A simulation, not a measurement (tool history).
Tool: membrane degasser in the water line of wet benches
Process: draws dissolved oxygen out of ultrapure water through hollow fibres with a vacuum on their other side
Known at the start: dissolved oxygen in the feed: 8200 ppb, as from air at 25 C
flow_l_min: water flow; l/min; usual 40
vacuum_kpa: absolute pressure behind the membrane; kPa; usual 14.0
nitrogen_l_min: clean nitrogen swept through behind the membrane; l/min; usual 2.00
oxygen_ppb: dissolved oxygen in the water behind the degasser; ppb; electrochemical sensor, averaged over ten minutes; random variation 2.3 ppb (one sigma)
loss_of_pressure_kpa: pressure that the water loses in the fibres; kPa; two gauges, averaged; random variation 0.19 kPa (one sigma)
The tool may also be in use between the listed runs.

Run 1, hour 0.0: usual settings. Result: oxygen_ppb 499.1 ppb, loss_of_pressure_kpa 38.75 kPa.
Run 2, hour 47.4: usual settings. Result: oxygen_ppb 497.2 ppb, loss_of_pressure_kpa 38.52 kPa.
Run 3, hour 90.1: usual settings. Result: oxygen_ppb 496.1 ppb, loss_of_pressure_kpa 38.82 kPa.
Run 4, hour 125.9: usual settings. Result: oxygen_ppb 500.7 ppb, loss_of_pressure_kpa 38.58 kPa.
Run 5, hour 167.9: usual settings. Result: oxygen_ppb 494.2 ppb, loss_of_pressure_kpa 38.33 kPa.
Run 6, hour 210.7: usual settings. Result: oxygen_ppb 495.6 ppb, loss_of_pressure_kpa 38.89 kPa.
Run 7, hour 253.0: usual settings. Result: oxygen_ppb 498.4 ppb, loss_of_pressure_kpa 38.85 kPa.
Run 8, hour 303.2: usual settings. Result: oxygen_ppb 499.6 ppb, loss_of_pressure_kpa 38.54 kPa.
At hour 313.9: vacuum gauge calibrated.
Run 9, hour 343.0: usual settings. Result: oxygen_ppb 499.6 ppb, loss_of_pressure_kpa 38.68 kPa.
Run 10, hour 399.8: usual settings. Result: oxygen_ppb 496.1 ppb, loss_of_pressure_kpa 38.65 kPa.
Run 11, hour 423.0: usual settings. Result: oxygen_ppb 498.4 ppb, loss_of_pressure_kpa 38.92 kPa.
Run 12, hour 472.6: usual settings. Result: oxygen_ppb 499.1 ppb, loss_of_pressure_kpa 38.35 kPa.
Run 13, hour 509.5: usual settings but flow_l_min 24 l/min. Result: oxygen_ppb 294.9 ppb, loss_of_pressure_kpa 23.28 kPa.
Run 14, hour 548.8: usual settings but nitrogen_l_min 3.34 l/min. Result: oxygen_ppb 333.4 ppb, loss_of_pressure_kpa 38.79 kPa.
Run 15, hour 574.1: usual settings but nitrogen_l_min 1.54 l/min. Result: oxygen_ppb 606.5 ppb, loss_of_pressure_kpa 38.53 kPa.
Run 16, hour 601.1: usual settings but nitrogen_l_min 1.54 l/min. Result: oxygen_ppb 607.6 ppb, loss_of_pressure_kpa 38.88 kPa.
Run 17, hour 628.4: usual settings but nitrogen_l_min 1.54 l/min. Result: oxygen_ppb 612.4 ppb, loss_of_pressure_kpa 38.66 kPa.
Run 18, hour 674.4: usual settings but vacuum_kpa 31.2 kPa, nitrogen_l_min 1.54 l/min. Result: oxygen_ppb 1388.3 ppb, loss_of_pressure_kpa 38.36 kPa.
Run 19, hour 706.8: usual settings but vacuum_kpa 13.8 kPa, nitrogen_l_min 1.38 l/min. Result: oxygen_ppb 654.1 ppb, loss_of_pressure_kpa 39.11 kPa.
Run 20, hour 762.0: usual settings but flow_l_min 36 l/min, vacuum_kpa 10.2 kPa, nitrogen_l_min 1.35 l/min. Result: oxygen_ppb 412.0 ppb, loss_of_pressure_kpa 34.77 kPa.
Run 21, hour 801.7: usual settings but flow_l_min 53 l/min, vacuum_kpa 23.8 kPa. Result: oxygen_ppb 1154.3 ppb, loss_of_pressure_kpa 51.39 kPa.
Run 22, hour 846.3: usual settings but flow_l_min 53 l/min, vacuum_kpa 20.2 kPa, nitrogen_l_min 2.13 l/min. Result: oxygen_ppb 944.7 ppb, loss_of_pressure_kpa 50.96 kPa.
Run 23, hour 888.6: usual settings but flow_l_min 53 l/min, vacuum_kpa 20.2 kPa, nitrogen_l_min 2.13 l/min. Result: oxygen_ppb 939.8 ppb, loss_of_pressure_kpa 51.30 kPa.
Run 24, hour 937.7: usual settings but flow_l_min 62 l/min, vacuum_kpa 10.5 kPa, nitrogen_l_min 3.03 l/min. Result: oxygen_ppb 523.8 ppb, loss_of_pressure_kpa 59.96 kPa.
Run 25, hour 991.4: usual settings but vacuum_kpa 29.1 kPa. Result: oxygen_ppb 1053.1 ppb, loss_of_pressure_kpa 38.60 kPa.
Run 26, hour 1019.4: usual settings but flow_l_min 29 l/min, vacuum_kpa 25.0 kPa, nitrogen_l_min 2.31 l/min. Result: oxygen_ppb 604.8 ppb, loss_of_pressure_kpa 28.06 kPa.
Run 27, hour 1048.5: usual settings but flow_l_min 29 l/min, vacuum_kpa 25.0 kPa, nitrogen_l_min 2.31 l/min. Result: oxygen_ppb 600.6 ppb, loss_of_pressure_kpa 27.79 kPa.
Run 28, hour 1096.1: usual settings but nitrogen_l_min 1.95 l/min. Result: oxygen_ppb 511.5 ppb, loss_of_pressure_kpa 38.39 kPa.
Run 29, hour 1133.0: usual settings but nitrogen_l_min 1.95 l/min. Result: oxygen_ppb 511.4 ppb, loss_of_pressure_kpa 38.62 kPa.
Run 30, hour 1176.9: usual settings but flow_l_min 35 l/min, vacuum_kpa 28.1 kPa, nitrogen_l_min 3.13 l/min. Result: oxygen_ppb 626.5 ppb, loss_of_pressure_kpa 33.78 kPa.
Run 31, hour 1224.7: usual settings but flow_l_min 28 l/min, vacuum_kpa 21.9 kPa, nitrogen_l_min 5.59 l/min. Result: oxygen_ppb 229.4 ppb, loss_of_pressure_kpa 27.30 kPa.
Run 32, hour 1252.3: usual settings but flow_l_min 41 l/min, vacuum_kpa 23.6 kPa. Result: oxygen_ppb 884.9 ppb, loss_of_pressure_kpa 39.82 kPa.

Forecast each of these 4 alternatives for the next run:
Run A, hour 1286.2: usual settings but nitrogen_l_min 3.39 l/min. Result: oxygen_ppb ?, loss_of_pressure_kpa ?.
Run B, hour 1286.2: usual settings but flow_l_min 43 l/min, vacuum_kpa 27.4 kPa, nitrogen_l_min 4.52 l/min. Result: oxygen_ppb ?, loss_of_pressure_kpa ?.
Run C, hour 1286.2: usual settings but flow_l_min 61 l/min, vacuum_kpa 16.5 kPa, nitrogen_l_min 1.80 l/min. Result: oxygen_ppb ?, loss_of_pressure_kpa ?.
Run D, hour 1286.2: usual settings but flow_l_min 48 l/min, nitrogen_l_min 5.02 l/min. Result: oxygen_ppb ?, loss_of_pressure_kpa ?.

run  oxygen_ppb  loss_of_pressure_kpa
  A       331.4                 38.46
  B       568.4                 41.79
  C      1016.2                 58.94
  D       326.9                 46.85
Without the tool's hidden state the same runs would have given:
run  oxygen_ppb  loss_of_pressure_kpa
  A       331.3                 38.45
  B       568.3                 41.78
  C      1016.0                 58.92
  D       326.8                 46.84

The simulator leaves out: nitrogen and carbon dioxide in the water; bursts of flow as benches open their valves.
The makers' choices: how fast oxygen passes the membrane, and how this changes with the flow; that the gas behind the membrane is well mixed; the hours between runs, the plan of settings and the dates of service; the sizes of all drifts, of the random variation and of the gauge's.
